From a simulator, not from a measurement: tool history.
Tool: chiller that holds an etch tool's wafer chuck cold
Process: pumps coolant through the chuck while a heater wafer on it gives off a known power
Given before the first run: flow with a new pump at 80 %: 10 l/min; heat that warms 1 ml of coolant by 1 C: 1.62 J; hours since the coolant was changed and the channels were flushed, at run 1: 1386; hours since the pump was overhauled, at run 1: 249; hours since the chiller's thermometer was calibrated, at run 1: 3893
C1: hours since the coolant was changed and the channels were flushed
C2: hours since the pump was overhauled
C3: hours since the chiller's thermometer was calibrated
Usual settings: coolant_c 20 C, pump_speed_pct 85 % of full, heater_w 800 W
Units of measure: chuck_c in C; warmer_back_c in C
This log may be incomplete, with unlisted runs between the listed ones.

run 1 hour=0.0 | coolant_c=20 pump_speed_pct=85 heater_w=800 | C1=1386 C2=249 C3=3893 | chuck_c=25.56 warmer_back_c=2.80
run 2 hour=20.9 | coolant_c=20 pump_speed_pct=85 heater_w=800 | C1=1407 C2=270 C3=3914 | chuck_c=25.61 warmer_back_c=2.80
run 3 hour=35.5 | coolant_c=20 pump_speed_pct=85 heater_w=800 | C1=1422 C2=285 C3=3929 | chuck_c=25.57 warmer_back_c=2.76
run 4 hour=66.0 | coolant_c=23 pump_speed_pct=85 heater_w=800 | C1=1452 C2=315 C3=3959 | chuck_c=28.45 warmer_back_c=2.79
run 5 hour=88.2 | coolant_c=23 pump_speed_pct=85 heater_w=800 | C1=1475 C2=338 C3=3982 | chuck_c=28.63 warmer_back_c=2.79
run 6 hour=117.5 | coolant_c=23 pump_speed_pct=85 heater_w=800 | C1=1504 C2=367 C3=4011 | chuck_c=28.53 warmer_back_c=2.77
run 7 hour=138.4 | coolant_c=17 pump_speed_pct=94 heater_w=861 | C1=1525 C2=388 C3=4032 | chuck_c=22.74 warmer_back_c=2.71
run 8 hour=163.2 | coolant_c=17 pump_speed_pct=94 heater_w=861 | C1=1550 C2=413 C3=4057 | chuck_c=22.71 warmer_back_c=2.65
run 9 hour=192.8 | coolant_c=17 pump_speed_pct=94 heater_w=861 | C1=1579 C2=442 C3=4086 | chuck_c=22.73 warmer_back_c=2.63

Run 10 has not been measured yet. What should we expect?
run 10 hour=218.1 | coolant_c=17 pump_speed_pct=94 heater_w=515 | C1=1604 C2=467 C3=4112 | chuck_c=? warmer_back_c=?

Run 10 gave chuck_c 20.54 C, warmer_back_c 1.58 C.
If the tool had no hidden condition, the same run with the same run-to-run variation would have returned chuck_c 20.39 C, warmer_back_c 1.58 C.
